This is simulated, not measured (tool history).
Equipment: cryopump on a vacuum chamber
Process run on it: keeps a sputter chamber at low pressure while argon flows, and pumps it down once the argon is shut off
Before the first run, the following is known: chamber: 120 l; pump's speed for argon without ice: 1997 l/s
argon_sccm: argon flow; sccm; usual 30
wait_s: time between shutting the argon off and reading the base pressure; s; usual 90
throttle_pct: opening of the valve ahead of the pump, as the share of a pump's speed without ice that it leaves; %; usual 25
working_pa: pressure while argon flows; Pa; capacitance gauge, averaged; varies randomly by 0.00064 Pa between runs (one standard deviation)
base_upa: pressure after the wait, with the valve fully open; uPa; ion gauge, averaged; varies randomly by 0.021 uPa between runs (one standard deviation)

run	day	argon_sccm	wait_s	throttle_pct	working_pa	base_upa
1	0	30	90	25	0.1113	0.67
# day 2.879: pump warmed up, emptied and cooled again
2	3.033	30	90	25	0.1011	0.59
3	6.279	30	20	25	0.1023	1.66
4	8.258	30	90	25	0.1036	0.58
5	9.812	30	90	25	0.1038	0.66
6	11.579	12	90	25	0.0427	0.68
7	14.717	12	90	25	0.0427	0.75
8	17.2	45	90	25	0.1599	0.75
9	20.588	30	90	25	0.1088	0.82
10	22.883	30	90	25	0.1092	0.87
11	26.317	30	90	25	0.1116	0.9
# day 28.288: pump warmed up, emptied and cooled again
12	28.538	30	90	23	0.1101	0.74
13	31.746	30	90	32	0.0796	0.79
14	33.162	44	90	28	0.1364	0.85
15	36.362	42	64	40	0.0921	1.01
16	38.154	15	90	25	0.0526	0.94
17	41.504	30	90	15	0.1734	0.96
18	43.371	31	90	15	0.1814	1.03
19	46.646	17	117	25	0.0625	1.02
20	48.962	17	117	25	0.0616	1.04

Some steps in working_pa between neighbouring runs. How much of each would the tool show without its hidden state too (settings, what came in, random variation), and how much is left for the hidden state, with any gauge scatter that isn't in both results?
What the log doesn't record here: pump's speed, % of a pump's without ice; cold plate's temperature, K; leak into the chamber, uPa l/s; drift of the gauge itself on working_pa, %; drift of the gauge itself on base_upa, %.
Run 1 -> 2: pump warmed up, emptied and cooled again. working_pa -0.0102 Pa: hidden state -0.0099, all else -0.0003.
Run 11 -> 12: throttle_pct 25 -> 23, pump warmed up, emptied and cooled again. working_pa -0.0015 Pa: hidden state -0.0088, all else +0.0073.
Run 16 -> 17: argon_sccm 15 -> 30, throttle_pct 25 -> 15. working_pa +0.1208 Pa: hidden state +0.0028, all else +0.118.
Run 18 -> 19: argon_sccm 31 -> 17, wait_s 90 -> 117, throttle_pct 15 -> 25. working_pa -0.1189 Pa: hidden state -0.0018, all else -0.1171.
